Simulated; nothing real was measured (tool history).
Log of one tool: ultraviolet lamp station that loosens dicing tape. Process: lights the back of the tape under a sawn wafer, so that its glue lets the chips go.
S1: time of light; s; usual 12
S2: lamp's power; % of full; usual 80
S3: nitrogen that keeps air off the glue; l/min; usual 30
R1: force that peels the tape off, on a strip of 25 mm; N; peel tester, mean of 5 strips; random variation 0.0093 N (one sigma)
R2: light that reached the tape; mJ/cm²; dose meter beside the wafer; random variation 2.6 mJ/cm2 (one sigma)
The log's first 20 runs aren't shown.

run 21 hour=241.3 | S1=12 S2=80 S3=30 | R1=0.701 R2=235
run 22 hour=255.5 | S1=12 S2=80 S3=30 | R1=0.743 R2=237
run 23 hour=266.7 | S1=12 S2=93 S3=30 | R1=0.567 R2=268
run 24 hour=280 | S1=12 S2=93 S3=14 | R1=0.85 R2=270
run 25 hour=295.2 | S1=8 S2=98 S3=30 | R1=1.17 R2=185
run 26 hour=309.6 | S1=8 S2=90 S3=13 | R1=1.909 R2=169
run 27 hour=322.1 | S1=8 S2=90 S3=13 | R1=1.944 R2=167
run 28 hour=335.3 | S1=22 S2=90 S3=29 | R1=0.273 R2=461
run 29 hour=346.6 | S1=22 S2=90 S3=29 | R1=0.274 R2=455
run 30 hour=360 | S1=22 S2=90 S3=29 | R1=0.281 R2=453
run 31 hour=369.4 | S1=22 S2=90 S3=29 | R1=0.29 R2=447
run 32 hour=384.2 | S1=7 S2=90 S3=32 | R1=1.828 R2=142
run 33 hour=395.5 | S1=7 S2=90 S3=32 | R1=1.859 R2=140
run 34 hour=405.8 | S1=7 S2=90 S3=32 | R1=1.81 R2=139
run 35 hour=414.2 | S1=17 S2=80 S3=30 | R1=0.464 R2=302
run 36 hour=421.3 | S1=17 S2=66 S3=30 | R1=0.674 R2=246
run 37 hour=434.5 | S1=17 S2=66 S3=30 | R1=0.675 R2=244
run 38 hour=444.3 | S1=17 S2=66 S3=30 | R1=0.704 R2=241
-- hour=447.5 lamp changed
run 39 hour=455.1 | S1=13 S2=89 S3=31 | R1=0.32 R2=377
run 40 hour=466.4 | S1=22 S2=65 S3=31 | R1=0.267 R2=459
run 41 hour=480.9 | S1=22 S2=62 S3=31 | R1=0.283 R2=432
run 42 hour=491.4 | S1=12 S2=78 S3=30 | R1=0.488 R2=299
run 43 hour=501.4 | S1=22 S2=78 S3=30 | R1=0.264 R2=538

Forecast each of these 3 alternatives for the next run:
run A hour=514.7 | S1=16 S2=85 S3=11 | R1=? R2=?
run B hour=514.7 | S1=12 S2=79 S3=31 | R1=? R2=?
run C hour=514.7 | S1=16 S2=67 S3=16 | R1=? R2=?

run=A R1=0.426 R2=428
run=B R1=0.462 R2=293
run=C R1=0.501 R2=331
Without the tool's hidden state the same runs would have given:
run=A R1=0.364 R2=475
run=B R1=0.388 R2=326
run=C R1=0.416 R2=369

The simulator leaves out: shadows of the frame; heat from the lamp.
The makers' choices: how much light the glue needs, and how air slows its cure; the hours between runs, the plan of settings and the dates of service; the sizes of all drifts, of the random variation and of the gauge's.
